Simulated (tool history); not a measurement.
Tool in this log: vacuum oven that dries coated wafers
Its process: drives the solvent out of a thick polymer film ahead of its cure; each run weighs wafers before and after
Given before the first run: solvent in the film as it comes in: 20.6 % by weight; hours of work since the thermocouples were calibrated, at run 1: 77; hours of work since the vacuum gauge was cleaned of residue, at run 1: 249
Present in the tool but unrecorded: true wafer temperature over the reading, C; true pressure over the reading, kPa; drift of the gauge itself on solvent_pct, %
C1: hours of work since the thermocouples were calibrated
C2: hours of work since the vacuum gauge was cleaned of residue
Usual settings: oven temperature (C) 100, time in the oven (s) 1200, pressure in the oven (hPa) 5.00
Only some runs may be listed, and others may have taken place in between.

{"run": 1, "day": 0.0, "oven temperature (C)": 100, "time in the oven (s)": 1200, "pressure in the oven (hPa)": 5.0, "C1": 77, "C2": 249, "solvent left in the film (%)": 1.52}
{"run": 2, "day": 0.762, "oven temperature (C)": 100, "time in the oven (s)": 1200, "pressure in the oven (hPa)": 5.0, "C1": 86, "C2": 258, "solvent left in the film (%)": 1.55}
{"run": 3, "day": 1.262, "oven temperature (C)": 100, "time in the oven (s)": 1200, "pressure in the oven (hPa)": 5.0, "C1": 92, "C2": 263, "solvent left in the film (%)": 1.52}
{"run": 4, "day": 2.392, "oven temperature (C)": 100, "time in the oven (s)": 1200, "pressure in the oven (hPa)": 3.56, "C1": 106, "C2": 277, "solvent left in the film (%)": 1.46}
{"run": 5, "day": 3.308, "oven temperature (C)": 100, "time in the oven (s)": 1200, "pressure in the oven (hPa)": 5.0, "C1": 116, "C2": 288, "solvent left in the film (%)": 1.53}
{"run": 6, "day": 3.996, "oven temperature (C)": 100, "time in the oven (s)": 1860, "pressure in the oven (hPa)": 5.0, "C1": 125, "C2": 296, "solvent left in the film (%)": 0.67}
{"run": 7, "day": 4.754, "oven temperature (C)": 100, "time in the oven (s)": 1860, "pressure in the oven (hPa)": 5.0, "C1": 133, "C2": 305, "solvent left in the film (%)": 0.65}
{"run": 8, "day": 5.338, "oven temperature (C)": 100, "time in the oven (s)": 1860, "pressure in the oven (hPa)": 5.0, "C1": 140, "C2": 312, "solvent left in the film (%)": 0.62}
{"run": 9, "day": 6.204, "oven temperature (C)": 100, "time in the oven (s)": 1860, "pressure in the oven (hPa)": 5.0, "C1": 151, "C2": 322, "solvent left in the film (%)": 0.62}
{"run": 10, "day": 7.054, "oven temperature (C)": 100, "time in the oven (s)": 1860, "pressure in the oven (hPa)": 5.0, "C1": 161, "C2": 332, "solvent left in the film (%)": 0.62}
{"run": 11, "day": 7.542, "oven temperature (C)": 100, "time in the oven (s)": 1860, "pressure in the oven (hPa)": 9.74, "C1": 166, "C2": 338, "solvent left in the film (%)": 0.9}

4 options for the next run, each taken on its own from the tool as it stands now. Forecast them:
{"run": "A", "day": 8.054, "oven temperature (C)": 107, "time in the oven (s)": 1080, "pressure in the oven (hPa)": 9.74, "C1": 172, "C2": 344, "solvent left in the film (%)": "?"}
{"run": "B", "day": 8.054, "oven temperature (C)": 100, "time in the oven (s)": 1860, "pressure in the oven (hPa)": 5.71, "C1": 172, "C2": 344, "solvent left in the film (%)": "?"}
{"run": "C", "day": 8.054, "oven temperature (C)": 90, "time in the oven (s)": 1860, "pressure in the oven (hPa)": 4.86, "C1": 172, "C2": 344, "solvent left in the film (%)": "?"}
{"run": "D", "day": 8.054, "oven temperature (C)": 100, "time in the oven (s)": 1800, "pressure in the oven (hPa)": 9.74, "C1": 172, "C2": 344, "solvent left in the film (%)": "?"}

run=A solvent_left_in_the_film_(%)=1.23
run=B solvent_left_in_the_film_(%)=0.65
run=C solvent_left_in_the_film_(%)=1.55
run=D solvent_left_in_the_film_(%)=0.95
The same runs, with their run-to-run variation unchanged, on a tool lacking any hidden condition would have given:
run=A solvent_left_in_the_film_(%)=1.16
run=B solvent_left_in_the_film_(%)=0.59
run=C solvent_left_in_the_film_(%)=1.45
run=D solvent_left_in_the_film_(%)=0.88
